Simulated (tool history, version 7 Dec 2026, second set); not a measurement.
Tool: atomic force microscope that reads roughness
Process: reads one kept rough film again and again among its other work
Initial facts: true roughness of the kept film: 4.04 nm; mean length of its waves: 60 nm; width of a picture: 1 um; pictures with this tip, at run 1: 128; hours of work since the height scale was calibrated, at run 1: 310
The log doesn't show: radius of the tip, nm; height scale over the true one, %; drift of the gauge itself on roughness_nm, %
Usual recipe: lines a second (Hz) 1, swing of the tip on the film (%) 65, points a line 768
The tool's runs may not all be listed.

run	hour	lines a second (Hz)	swing of the tip on the film (%)	points a line	pictures with this tip	hours of work since the height scale was calibrated	roughness of the kept film (nm (root mean square))
1	0	1	65	768	128	310	3.736
2	18.8	1	69	768	155	321	3.673
# hour 21.6: new tip fitted
3	36.2	1	69	768	21	330	3.789
4	55.9	1	69	768	50	341	3.749
5	78.1	1	65	768	82	354	3.756
6	96.8	0.8	65	768	109	364	3.766
7	115	1	61	768	135	374	3.754
8	125.6	2.67	61	768	150	380	3.588
# hour 131.2: new tip fitted
9	149	2.67	61	768	26	393	3.688
10	163.8	0.52	61	768	48	402	3.835
11	188	1	65	768	82	415	3.739
12	208.3	1	65	768	112	426	3.72
13	228.4	1	65	948	141	438	3.71
# hour 240.1: new tip fitted
14	250.5	1	65	948	15	450	3.799
15	276.4	1	65	948	52	464	3.793
16	290.6	1	65	768	73	472	3.752
17	303.2	1	65	768	91	479	3.758
18	320.9	1	84	768	116	489	3.577
19	332.2	1	65	423	133	495	3.719
20	345.5	1	65	768	152	503	3.689
# hour 350.7: new tip fitted
21	364	1	65	768	19	513	3.771
22	385	1	65	768	49	525	3.761
23	402.7	1	65	486	75	535	3.733
24	414.1	1	65	768	91	541	3.739
25	433.6	1	65	768	119	552	3.707
26	456.6	1	82	768	152	565	3.565
# hour 460.8: new tip fitted
27	480.6	1.93	64	768	28	578	3.726
28	506.3	0.67	73	294	65	592	3.726
29	522.5	0.67	73	294	89	601	3.728
30	544	0.67	73	294	120	613	3.683
31	567.5	2.09	83	768	154	627	3.291
# hour 570.7: new tip fitted
32	593.2	1	80	705	33	641	3.652
33	606.1	3.84	78	768	51	648	3.183
# hour 608.4: height scale calibrated on a step standard
34	632.8	3.84	78	359	88	14	3.171
# hour 647.6: height scale calibrated on a step standard, once more
35	649.5	3.84	78	326	111	1	3.182
36	670.7	1	65	819	142	13	3.767
# hour 683: new tip fitted
37	693.5	2.34	63	553	15	25	3.731
38	710.9	2.34	63	278	40	35	3.699

The next listed run, before its measurement:
39	730	1.44	61	590	67	46	?

roughness of the kept film (nm (root mean square)): 3.793
With the hidden condition absent and the run-to-run variation left alone, this run would have shown roughness of the kept film (nm (root mean square)) 3.843.

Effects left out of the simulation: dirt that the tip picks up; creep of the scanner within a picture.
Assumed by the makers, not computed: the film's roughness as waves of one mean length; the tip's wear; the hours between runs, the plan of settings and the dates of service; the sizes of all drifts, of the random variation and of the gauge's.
